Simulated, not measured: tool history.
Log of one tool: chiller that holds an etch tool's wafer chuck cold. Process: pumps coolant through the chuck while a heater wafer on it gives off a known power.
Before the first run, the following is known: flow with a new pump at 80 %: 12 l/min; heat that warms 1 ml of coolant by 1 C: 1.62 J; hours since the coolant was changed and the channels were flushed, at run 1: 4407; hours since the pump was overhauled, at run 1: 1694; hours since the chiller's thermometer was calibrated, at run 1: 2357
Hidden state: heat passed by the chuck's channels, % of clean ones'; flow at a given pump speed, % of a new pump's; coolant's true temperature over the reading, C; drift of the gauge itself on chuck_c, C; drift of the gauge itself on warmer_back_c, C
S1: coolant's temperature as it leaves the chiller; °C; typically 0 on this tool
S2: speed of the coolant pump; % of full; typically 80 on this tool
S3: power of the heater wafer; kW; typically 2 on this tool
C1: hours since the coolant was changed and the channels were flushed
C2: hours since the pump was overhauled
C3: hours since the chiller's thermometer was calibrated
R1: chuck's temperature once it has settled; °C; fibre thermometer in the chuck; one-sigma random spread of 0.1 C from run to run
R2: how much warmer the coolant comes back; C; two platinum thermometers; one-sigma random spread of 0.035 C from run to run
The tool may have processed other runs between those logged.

{"run": 1, "hour": 0.0, "S1": 0, "S2": 80, "S3": 2, "C1": 4407, "C2": 1694, "C3": 2357, "R1": 13.4, "R2": 6.17}
{"run": 2, "hour": 18.9, "S1": 0, "S2": 80, "S3": 2, "C1": 4426, "C2": 1713, "C3": 2376, "R1": 13.5, "R2": 6.13}
{"run": 3, "hour": 45.1, "S1": -8, "S2": 80, "S3": 2, "C1": 4452, "C2": 1739, "C3": 2402, "R1": 5.4, "R2": 6.18}
{"run": 4, "hour": 85.2, "S1": 0, "S2": 78, "S3": 2, "C1": 4492, "C2": 1779, "C3": 2442, "R1": 13.8, "R2": 6.4}
{"run": 5, "hour": 122.9, "S1": 0, "S2": 78, "S3": 2, "C1": 4530, "C2": 1817, "C3": 2480, "R1": 13.6, "R2": 6.31}
{"run": 6, "hour": 167.6, "S1": 0, "S2": 78, "S3": 2, "C1": 4574, "C2": 1861, "C3": 2524, "R1": 13.9, "R2": 6.26}
{"run": 7, "hour": 190.0, "S1": 0, "S2": 65, "S3": 2, "C1": 4597, "C2": 1884, "C3": 2547, "R1": 15.6, "R2": 7.62}
{"run": 8, "hour": 224.9, "S1": 0, "S2": 65, "S3": 1.343, "C1": 4632, "C2": 1919, "C3": 2582, "R1": 10.5, "R2": 5.11}
{"run": 9, "hour": 256.7, "S1": 0, "S2": 65, "S3": 1.343, "C1": 4663, "C2": 1950, "C3": 2614, "R1": 10.5, "R2": 5.07}
{"hour": 298.4, "done": "chiller's thermometer calibrated"}
{"run": 10, "hour": 301.3, "S1": 0, "S2": 90, "S3": 1.343, "C1": 4707, "C2": 1994, "C3": 3, "R1": 8.2, "R2": 3.55}
{"run": 11, "hour": 343.6, "S1": 0, "S2": 90, "S3": 1.343, "C1": 4749, "C2": 2036, "C3": 45, "R1": 8.2, "R2": 3.56}
{"run": 12, "hour": 386.6, "S1": 0, "S2": 90, "S3": 1.343, "C1": 4792, "C2": 2079, "C3": 88, "R1": 8.5, "R2": 3.52}
{"run": 13, "hour": 404.9, "S1": 0, "S2": 90, "S3": 1.343, "C1": 4811, "C2": 2098, "C3": 106, "R1": 8.3, "R2": 3.58}
{"run": 14, "hour": 429.6, "S1": 0, "S2": 80, "S3": 2, "C1": 4835, "C2": 2122, "C3": 131, "R1": 13.4, "R2": 5.96}
{"run": 15, "hour": 456.2, "S1": -6, "S2": 80, "S3": 2, "C1": 4862, "C2": 2149, "C3": 158, "R1": 7.6, "R2": 6.13}
{"run": 16, "hour": 488.0, "S1": 0, "S2": 80, "S3": 2, "C1": 4894, "C2": 2181, "C3": 190, "R1": 13.2, "R2": 6}
{"run": 17, "hour": 511.7, "S1": 3, "S2": 99, "S3": 1.304, "C1": 4917, "C2": 2204, "C3": 213, "R1": 10.4, "R2": 3.04}
{"run": 18, "hour": 536.4, "S1": -1, "S2": 92, "S3": 2.095, "C1": 4942, "C2": 2229, "C3": 238, "R1": 11.7, "R2": 5.39}
{"run": 19, "hour": 557.5, "S1": -1, "S2": 92, "S3": 2.095, "C1": 4963, "C2": 2250, "C3": 259, "R1": 11.7, "R2": 5.49}
{"run": 20, "hour": 601.8, "S1": 0, "S2": 90, "S3": 2.203, "C1": 5007, "C2": 2294, "C3": 303, "R1": 13.6, "R2": 5.84}
{"run": 21, "hour": 635.6, "S1": 0, "S2": 90, "S3": 2.203, "C1": 5041, "C2": 2328, "C3": 337, "R1": 13.5, "R2": 5.78}
{"run": 22, "hour": 679.9, "S1": 0, "S2": 80, "S3": 2.415, "C1": 5086, "C2": 2373, "C3": 382, "R1": 16.1, "R2": 7.2}
{"run": 23, "hour": 708.2, "S1": 0, "S2": 80, "S3": 2.415, "C1": 5114, "C2": 2401, "C3": 410, "R1": 16.2, "R2": 7.19}
{"hour": 713.1, "done": "gauge calibrated"}
{"run": 24, "hour": 741.0, "S1": 0, "S2": 88, "S3": 2, "C1": 5147, "C2": 2434, "C3": 443, "R1": 12.7, "R2": 5.54}
{"run": 25, "hour": 767.8, "S1": 0, "S2": 88, "S3": 2, "C1": 5174, "C2": 2460, "C3": 469, "R1": 12.5, "R2": 5.68}
{"run": 26, "hour": 796.5, "S1": 0, "S2": 88, "S3": 2, "C1": 5202, "C2": 2489, "C3": 498, "R1": 12.6, "R2": 5.62}
{"run": 27, "hour": 817.5, "S1": 0, "S2": 88, "S3": 2, "C1": 5223, "C2": 2510, "C3": 519, "R1": 12.6, "R2": 5.6}
{"run": 28, "hour": 858.4, "S1": 0, "S2": 88, "S3": 2, "C1": 5264, "C2": 2551, "C3": 560, "R1": 12.6, "R2": 5.6}
{"run": 29, "hour": 898.1, "S1": -8, "S2": 68, "S3": 1.073, "C1": 5304, "C2": 2591, "C3": 600, "R1": 0.2, "R2": 3.93}
{"run": 30, "hour": 919.2, "S1": 8, "S2": 76, "S3": 2.545, "C1": 5325, "C2": 2612, "C3": 621, "R1": 25.8, "R2": 8.28}
{"run": 31, "hour": 955.2, "S1": -5, "S2": 76, "S3": 2.545, "C1": 5361, "C2": 2648, "C3": 657, "R1": 12.7, "R2": 8.21}
{"run": 32, "hour": 989.7, "S1": 8, "S2": 80, "S3": 2, "C1": 5395, "C2": 2682, "C3": 691, "R1": 21.5, "R2": 6.09}

3 options for the next run, each taken on its own from the tool as it stands now. Forecast them:
{"run": "A", "hour": 1023.0, "S1": 0, "S2": 80, "S3": 1.408, "C1": 5429, "C2": 2716, "C3": 725, "R1": "?", "R2": "?"}
{"run": "B", "hour": 1023.0, "S1": 6, "S2": 83, "S3": 1.447, "C1": 5429, "C2": 2716, "C3": 725, "R1": "?", "R2": "?"}
{"run": "C", "hour": 1023.0, "S1": -3, "S2": 84, "S3": 1.845, "C1": 5429, "C2": 2716, "C3": 725, "R1": "?", "R2": "?"}

run=A R1=9.5 R2=4.29
run=B R1=15.5 R2=4.18
run=C R1=9 R2=5.3
Without the tool's hidden state the same runs would have given:
run=A R1=9.4 R2=4.39
run=B R1=15.5 R2=4.28
run=C R1=9 R2=5.4
